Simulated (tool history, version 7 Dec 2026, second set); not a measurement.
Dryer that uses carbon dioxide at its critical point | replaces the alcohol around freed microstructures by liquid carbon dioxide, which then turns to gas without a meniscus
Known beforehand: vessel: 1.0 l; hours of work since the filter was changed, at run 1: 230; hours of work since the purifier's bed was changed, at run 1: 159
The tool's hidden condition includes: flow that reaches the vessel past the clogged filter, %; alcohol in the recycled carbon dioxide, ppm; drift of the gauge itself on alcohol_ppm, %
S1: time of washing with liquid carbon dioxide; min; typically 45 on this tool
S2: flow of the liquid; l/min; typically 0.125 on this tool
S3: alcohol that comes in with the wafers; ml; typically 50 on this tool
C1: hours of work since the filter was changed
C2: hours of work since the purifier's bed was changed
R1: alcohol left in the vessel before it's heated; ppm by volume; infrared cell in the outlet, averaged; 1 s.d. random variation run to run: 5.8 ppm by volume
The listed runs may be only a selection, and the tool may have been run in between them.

run   hour  S1     S2   S3   C1   C2    R1
  1    0.0  45  0.125   50  230  159   339
  2   13.0  45  0.127   50  234  163   332
  3   27.5  45  0.127   50  239  168   330
  4   39.8  45  0.125   81  243  171   579
      54.5  -- inlet filter changed
  5   54.8  45  0.125   81    0  176   332
  6   65.6  45  0.125   81    3  179   337
  7   80.8  45  0.077   81    8  184  2836
  8   91.5  45  0.077  114   12  187  4185
  9   99.4  67  0.125   50   14  190    30
 10  108.6  67  0.125   50   17  193    30
 11  117.5  45  0.160   45   20  195    56
 12  125.5  50  0.175   50   22  198    29
 13  136.2  55  0.150   28   25  201    30
 14  143.0  28  0.087   50   28  203  4789
 15  154.3  28  0.101   49   31  207  3261
 16  167.9  49  0.117   22   35  211   104

Estimate the outcome of run 17 from the log above:
 17  178.5  49  0.117  22  39  214   ?

R1: 112 ppm by volume
On a tool with no hidden condition, and with the same random variation, this run would have come out at R1 89 ppm by volume.
